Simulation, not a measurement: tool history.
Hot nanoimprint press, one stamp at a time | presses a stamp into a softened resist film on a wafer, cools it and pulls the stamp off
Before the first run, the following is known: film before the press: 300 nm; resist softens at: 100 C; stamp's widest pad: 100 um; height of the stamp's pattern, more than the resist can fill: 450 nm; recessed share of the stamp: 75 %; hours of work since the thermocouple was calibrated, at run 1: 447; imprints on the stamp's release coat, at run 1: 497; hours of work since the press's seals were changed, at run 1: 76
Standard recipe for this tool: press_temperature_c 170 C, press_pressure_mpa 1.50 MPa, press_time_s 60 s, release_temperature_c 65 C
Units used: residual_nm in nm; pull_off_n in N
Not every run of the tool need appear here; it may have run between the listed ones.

| run | hour | press_temperature_c | press_pressure_mpa | press_time_s | release_temperature_c | hours of work since the thermocouple was calibrated | imprints on the stamp's release coat | hours of work since the press's seals were changed | residual_nm | pull_off_n |
|---|---|---|---|---|---|---|---|---|---|---|
| 1 | 0.0 | 170 | 1.50 | 60 | 65 | 447 | 497 | 76 | 126.8 | 209 |
| 2 | 9.1 | 170 | 1.50 | 60 | 65 | 453 | 526 | 82 | 127.1 | 203 |
| 3 | 19.5 | 170 | 1.50 | 60 | 65 | 460 | 559 | 89 | 126.5 | 213 |
| 4 | 26.8 | 170 | 1.50 | 60 | 65 | 465 | 582 | 94 | 127.4 | 210 |
| 5 | 35.5 | 170 | 1.50 | 60 | 65 | 471 | 610 | 100 | 126.0 | 213 |
| 6 | 45.5 | 170 | 2.24 | 60 | 65 | 478 | 642 | 107 | 100.6 | 207 |
|  | 56.7 | stamp cleaned and given a new release coat |
| 7 | 59.5 | 170 | 1.25 | 60 | 65 | 483 | 9 | 112 | 138.4 | 210 |
| 8 | 68.8 | 170 | 1.25 | 60 | 65 | 490 | 39 | 119 | 138.2 | 207 |
| 9 | 77.1 | 170 | 1.50 | 60 | 65 | 495 | 65 | 125 | 125.8 | 211 |
| 10 | 84.4 | 170 | 1.50 | 60 | 65 | 500 | 89 | 130 | 125.6 | 205 |
| 11 | 91.5 | 170 | 1.50 | 60 | 65 | 505 | 112 | 134 | 125.7 | 204 |
| 12 | 101.9 | 170 | 1.50 | 60 | 65 | 512 | 145 | 142 | 125.1 | 199 |
| 13 | 109.9 | 170 | 1.50 | 60 | 65 | 518 | 171 | 147 | 126.4 | 204 |
| 14 | 118.8 | 170 | 1.50 | 60 | 65 | 524 | 199 | 153 | 124.4 | 206 |
| 15 | 126.7 | 170 | 1.64 | 60 | 65 | 529 | 225 | 159 | 119.1 | 206 |
|  | 137.0 | plate thermocouple calibrated |
| 16 | 137.7 | 165 | 1.64 | 57 | 70 | 0 | 250 | 164 | 139.5 | 183 |
| 17 | 147.4 | 177 | 1.50 | 57 | 56 | 7 | 281 | 171 | 104.0 | 250 |
| 18 | 158.2 | 172 | 1.50 | 39 | 65 | 15 | 316 | 178 | 136.2 | 204 |
| 19 | 164.1 | 170 | 1.81 | 60 | 65 | 19 | 335 | 182 | 113.0 | 216 |
| 20 | 168.8 | 170 | 1.16 | 50 | 52 | 22 | 350 | 185 | 150.0 | 272 |
| 21 | 173.5 | 167 | 1.28 | 47 | 65 | 25 | 365 | 189 | 157.5 | 209 |
| 22 | 178.7 | 167 | 1.28 | 47 | 65 | 29 | 382 | 192 | 158.0 | 212 |
| 23 | 185.5 | 178 | 1.28 | 47 | 60 | 33 | 403 | 197 | 118.6 | 233 |
| 24 | 192.4 | 178 | 1.28 | 112 | 62 | 38 | 426 | 202 | 86.5 | 223 |
| 25 | 198.6 | 178 | 1.23 | 112 | 62 | 42 | 446 | 206 | 88.7 | 222 |
| 26 | 209.6 | 178 | 1.23 | 112 | 71 | 50 | 481 | 213 | 88.1 | 178 |
| 27 | 216.5 | 177 | 1.50 | 60 | 64 | 55 | 503 | 218 | 101.9 | 217 |
| 28 | 223.6 | 177 | 0.94 | 87 | 56 | 59 | 526 | 223 | 117.6 | 261 |
| 29 | 230.9 | 177 | 0.94 | 87 | 56 | 64 | 549 | 228 | 116.5 | 250 |

3 ways to go on from here, each from the tool as it stands after run 29. What would each give?
| A | 241.7 | 174 | 1.50 | 60 | 65 | 72 | 584 | 235 | ? | ? |
| B | 241.7 | 170 | 1.50 | 39 | 65 | 72 | 584 | 235 | ? | ? |
| C | 241.7 | 166 | 0.94 | 80 | 56 | 72 | 584 | 235 | ? | ? |

| run | residual_nm | pull_off_n |
|---|---|---|
| A | 110.5 | 208 |
| B | 141.8 | 210 |
| C | 159.5 | 249 |
Without the tool's unlogged condition, the same runs would have read:
| run | residual_nm | pull_off_n |
|---|---|---|
| A | 113.6 | 208 |
| B | 145.9 | 210 |
| C | 164.1 | 248 |
